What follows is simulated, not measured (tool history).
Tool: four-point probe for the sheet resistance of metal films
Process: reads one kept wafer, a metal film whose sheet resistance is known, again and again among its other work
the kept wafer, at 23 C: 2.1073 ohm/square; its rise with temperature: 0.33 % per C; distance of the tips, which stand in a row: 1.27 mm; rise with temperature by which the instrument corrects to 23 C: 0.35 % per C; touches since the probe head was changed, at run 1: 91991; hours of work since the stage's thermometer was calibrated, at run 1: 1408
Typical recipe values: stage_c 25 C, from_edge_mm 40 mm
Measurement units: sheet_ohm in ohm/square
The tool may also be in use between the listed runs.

run    hour  stage_c  from_edge_mm  touches since the probe head was changed  hours of work since the stage's thermometer was calibrated  sheet_ohm
  1     0.0       25            40                                     91991                                                        1408   2.128060
       49.2  -- stage's thermometer calibrated
  2    64.6       34            40                                     93392                                                           7   2.125708
  3   152.4       34            40                                     95311                                                          50   2.126585
  4   201.6       25            40                                     96386                                                          74   2.130177
  5   313.2       25            40                                     98825                                                         128   2.131133
  6   415.9       25            40                                    101068                                                         178   2.131587
  7   470.2       25            40                                    102255                                                         205   2.131752
  8   521.0       25             7                                    103365                                                         229   2.167255
  9   617.9       25             7                                    105482                                                         276   2.167504
 10   719.8       25             7                                    107709                                                         326   2.168792
 11   801.4       18             8                                    109492                                                         366   2.163638
 12   876.1       23            20                                    111125                                                         402   2.136682
 13   923.2       28            19                                    112153                                                         425   2.134804
 14   972.6       25             5                                    113233                                                         449   2.202988
 15  1083.7       25             5                                    115659                                                         503   2.203516
 16  1174.0       27            53                                    117632                                                         547   2.132085
 17  1257.8       25             5                                    119465                                                         588   2.203694

Consider 4 possible next runs. They are alternatives, not a sequence: every one starts from the tool as it was left by run 17. What does each give?
  A  1347.3       19            16                                    121420                                                         631          ?
  B  1347.3       25            15                                    121420                                                         631          ?
  C  1347.3       35             5                                    121420                                                         631          ?
  D  1347.3       34            54                                    121420                                                         631          ?

run  sheet_ohm
  A   2.142481
  B   2.140443
  C   2.199193
  D   2.129608
What these runs would have given with no unlogged condition in the tool:
run  sheet_ohm
  A   2.116537
  B   2.114486
  C   2.172532
  D   2.103722

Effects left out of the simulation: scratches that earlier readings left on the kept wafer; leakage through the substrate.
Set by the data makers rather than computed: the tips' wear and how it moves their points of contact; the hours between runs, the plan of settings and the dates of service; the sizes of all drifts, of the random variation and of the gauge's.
